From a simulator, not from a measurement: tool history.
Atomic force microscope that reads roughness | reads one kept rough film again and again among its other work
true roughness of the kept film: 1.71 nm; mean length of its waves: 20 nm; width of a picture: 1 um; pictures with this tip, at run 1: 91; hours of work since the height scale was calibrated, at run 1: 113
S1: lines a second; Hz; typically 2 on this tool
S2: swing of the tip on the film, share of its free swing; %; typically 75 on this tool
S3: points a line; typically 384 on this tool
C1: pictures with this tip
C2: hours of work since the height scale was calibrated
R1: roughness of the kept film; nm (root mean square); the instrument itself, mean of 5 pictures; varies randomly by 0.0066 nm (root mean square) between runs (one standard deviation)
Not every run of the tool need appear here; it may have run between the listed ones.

| run | hour | S1 | S2 | S3 | C1 | C2 | R1 |
|---|---|---|---|---|---|---|---|
| 1 | 0 | 2 | 75 | 384 | 91 | 113 | 1.143 |
| 2 | 13.3 | 2 | 75 | 384 | 119 | 122 | 1.104 |
| 3 | 22.9 | 2 | 90 | 384 | 138 | 129 | 0.98 |
| 4 | 33.7 | 2 | 90 | 384 | 160 | 136 | 0.94 |
| 5 | 43.8 | 3.96 | 90 | 384 | 181 | 143 | 0.787 |
| 6 | 55.9 | 3.96 | 90 | 384 | 206 | 152 | 0.759 |
| 7 | 67.6 | 3.96 | 90 | 384 | 230 | 160 | 0.74 |
| 8 | 82.5 | 2 | 68 | 384 | 260 | 170 | 0.95 |
| 9 | 95.8 | 2 | 68 | 384 | 287 | 180 | 0.922 |
| 10 | 111.1 | 2 | 68 | 384 | 319 | 190 | 0.887 |
| 11 | 125.6 | 2 | 75 | 358 | 348 | 201 | 0.843 |
|  | 131.6 | new tip fitted |
| 12 | 134.8 | 2 | 75 | 358 | 6 | 207 | 1.285 |
| 13 | 146.8 | 2 | 75 | 358 | 31 | 215 | 1.231 |
|  | 149.2 | height scale calibrated on a step standard |
| 14 | 163.5 | 2 | 75 | 358 | 63 | 10 | 1.185 |
| 15 | 174.6 | 2 | 60 | 384 | 86 | 18 | 1.214 |
| 16 | 182 | 2 | 60 | 384 | 101 | 23 | 1.167 |
| 17 | 192.5 | 2 | 60 | 384 | 122 | 30 | 1.141 |
| 18 | 204.2 | 2 | 57 | 384 | 146 | 39 | 1.129 |
| 19 | 217.4 | 1.18 | 57 | 384 | 173 | 48 | 1.099 |
| 20 | 229.1 | 1.18 | 57 | 384 | 197 | 56 | 1.077 |
|  | 231.3 | height scale calibrated on a step standard, once more |
| 21 | 240.7 | 1.18 | 57 | 384 | 219 | 7 | 1.042 |
| 22 | 251 | 1.18 | 57 | 384 | 240 | 14 | 1.015 |
| 23 | 264.7 | 1.18 | 57 | 384 | 268 | 23 | 0.979 |
| 24 | 272.4 | 2 | 69 | 384 | 284 | 29 | 0.915 |
| 25 | 285.6 | 1.51 | 87 | 632 | 311 | 38 | 0.848 |
| 26 | 295.7 | 1.23 | 75 | 506 | 331 | 45 | 0.893 |
|  | 309.2 | new tip fitted |
| 27 | 310.2 | 1.63 | 59 | 506 | 2 | 55 | 1.396 |
| 28 | 324.5 | 3.7 | 83 | 356 | 31 | 65 | 1.047 |
| 29 | 331.5 | 3.7 | 83 | 356 | 46 | 70 | 1.024 |
| 30 | 344.6 | 3.71 | 83 | 356 | 72 | 79 | 0.977 |
| 31 | 354.8 | 3.71 | 83 | 356 | 93 | 86 | 0.953 |
| 32 | 369.1 | 0.59 | 80 | 500 | 123 | 96 | 1.161 |
| 33 | 383.3 | 2.77 | 75 | 643 | 152 | 106 | 1.016 |
| 34 | 395.9 | 2.2 | 69 | 299 | 177 | 115 | 1.015 |
| 35 | 407.1 | 1.07 | 75 | 384 | 200 | 123 | 1.031 |
| 36 | 418.3 | 1.07 | 88 | 384 | 223 | 131 | 0.96 |
| 37 | 430.6 | 1.07 | 88 | 384 | 248 | 139 | 0.935 |
| 38 | 439.7 | 2.25 | 69 | 655 | 267 | 146 | 0.939 |
| 39 | 455.9 | 0.62 | 82 | 665 | 300 | 157 | 0.94 |
| 40 | 471.7 | 2.56 | 70 | 315 | 333 | 168 | 0.848 |
|  | 484.7 | new tip fitted |
| 41 | 485.4 | 3.95 | 84 | 384 | 2 | 177 | 1.068 |
| 42 | 496.8 | 0.55 | 63 | 346 | 25 | 185 | 1.355 |
| 43 | 504.7 | 1.23 | 60 | 882 | 41 | 191 | 1.326 |
| 44 | 517.8 | 2 | 72 | 712 | 68 | 200 | 1.186 |
| 45 | 527.5 | 2 | 72 | 712 | 88 | 207 | 1.145 |
| 46 | 542.1 | 1.68 | 70 | 803 | 118 | 217 | 1.133 |
| 47 | 548.9 | 1.68 | 70 | 803 | 132 | 222 | 1.109 |

Hidden state or all else? Some run-to-run changes of R1, split into what the settings, what came in and random variation would give without the hidden state, and what is left for the hidden state (with any gauge scatter that isn't in both results):
Hidden state present: radius of the tip, nm; height scale over the true one, %; drift of the gauge itself on roughness_nm, %.
Run 11 -> 12: new tip fitted. R1 +0.442 nm (root mean square): hidden state +0.444, all else -0.002.
Run 26 -> 27: S1 1.23 -> 1.63, S2 75 -> 59, new tip fitted. R1 +0.503 nm (root mean square): hidden state +0.458, all else +0.045.
Run 27 -> 28: S1 1.63 -> 3.7, S2 59 -> 83, S3 506 -> 356. R1 -0.349 nm (root mean square): hidden state -0.047, all else -0.302.
Run 40 -> 41: S1 2.56 -> 3.95, S2 70 -> 84, S3 315 -> 384, new tip fitted. R1 +0.22 nm (root mean square): hidden state +0.432, all else -0.212.

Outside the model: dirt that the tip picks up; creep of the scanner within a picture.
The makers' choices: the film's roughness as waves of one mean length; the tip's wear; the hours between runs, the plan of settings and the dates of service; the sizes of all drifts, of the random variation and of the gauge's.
